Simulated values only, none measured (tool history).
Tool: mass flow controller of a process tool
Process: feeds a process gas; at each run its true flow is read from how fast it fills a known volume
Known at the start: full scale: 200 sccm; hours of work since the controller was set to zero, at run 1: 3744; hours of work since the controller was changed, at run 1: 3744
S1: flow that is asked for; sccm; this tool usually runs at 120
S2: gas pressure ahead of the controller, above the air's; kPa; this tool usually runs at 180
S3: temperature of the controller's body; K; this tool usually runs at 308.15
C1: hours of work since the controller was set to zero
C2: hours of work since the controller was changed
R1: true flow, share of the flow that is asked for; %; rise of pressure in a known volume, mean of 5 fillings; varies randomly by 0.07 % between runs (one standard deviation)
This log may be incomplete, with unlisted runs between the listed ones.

run	hour	S1	S2	S3	C1	C2	R1
1	0	120	180	308.15	3744	3744	97.84
2	183.8	120	180	308.15	3804	3804	97.78
3	412.1	120	180	308.15	3877	3877	97.73
4	662	120	180	308.15	3957	3957	97.8
5	1030.2	120	180	313.15	4076	4076	97.2
# hour 1222.6: controller's zero set anew
6	1400.5	120	180	294.15	57	4195	99.16
7	1551.1	120	180	294.15	106	4243	99.11
8	1773.8	120	237	308.15	177	4315	98.07
9	1990.3	120	237	308.15	247	4384	97.91
10	2313.4	120	180	308.15	351	4488	97.64
11	2525.7	120	180	308.15	419	4556	97.6
12	2870.7	120	180	308.15	530	4667	97.61
13	3132.9	120	180	308.15	614	4752	97.35
14	3443	80	207	293.15	714	4851	98.74

The next listed run, before its measurement:
15	3698.1	80	207	293.15	796	4933	?

Run 15 produced R1 98.67 %.
Were there no unlogged condition in the tool, this run, its random variation unchanged, would have produced R1 99.2 %.

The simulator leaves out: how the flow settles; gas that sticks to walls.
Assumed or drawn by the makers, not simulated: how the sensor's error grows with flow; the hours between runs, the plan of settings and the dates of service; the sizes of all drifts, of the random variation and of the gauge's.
